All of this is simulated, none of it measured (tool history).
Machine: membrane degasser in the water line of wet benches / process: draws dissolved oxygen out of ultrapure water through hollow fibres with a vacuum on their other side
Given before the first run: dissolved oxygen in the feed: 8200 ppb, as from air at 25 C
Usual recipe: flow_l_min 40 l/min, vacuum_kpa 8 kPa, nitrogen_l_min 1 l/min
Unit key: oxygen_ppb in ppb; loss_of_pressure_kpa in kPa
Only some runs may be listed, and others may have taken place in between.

run,hour,flow_l_min,vacuum_kpa,nitrogen_l_min,oxygen_ppb,loss_of_pressure_kpa
1,0,40,8,1,397.4,61.39
2,185.2,40,8,1.16,355.5,60.71
3,350.1,37,8,1,374.6,56.66
4,445.2,26,8,1,273.6,39.83
5,610,26,8,1,273,39.81
6,762.1,40,8,1,407.6,61.48
7,849.5,40,9.27,1,498.3,61.3
8,1020.5,55,5.53,0.6,416.8,83.81
9,1125.8,38,5.53,2.15,116.2,57.99
10,1234.1,58,14.41,2.33,626.3,89.54
11,1337.5,58,14.41,2.33,636.2,88.29

How would selected steps in oxygen_ppb from run to run divide? Give the signed amount a tool lacking its hidden state would still show from settings, what came in and random variation, and the signed amount left for the hidden state, including any gauge scatter that is not in both of the compared results.
Hidden conditions of the tool in this case: membrane still open, %; true pressure behind the membrane over the reading, kPa; air that leaks in behind the membrane, l/min; drift of the gauge itself on oxygen_ppb, %; drift of the gauge itself on loss_of_pressure_kpa, %.
Run 8 -> 9: flow_l_min 55 -> 38, nitrogen_l_min 0.6 -> 2.15. oxygen_ppb -300.6 ppb: hidden state -22.4, all else -278.2.
Run 9 -> 10: flow_l_min 38 -> 58, vacuum_kpa 5.53 -> 14.41, nitrogen_l_min 2.15 -> 2.33. oxygen_ppb +510.1 ppb: hidden state +4.5, all else +505.6.
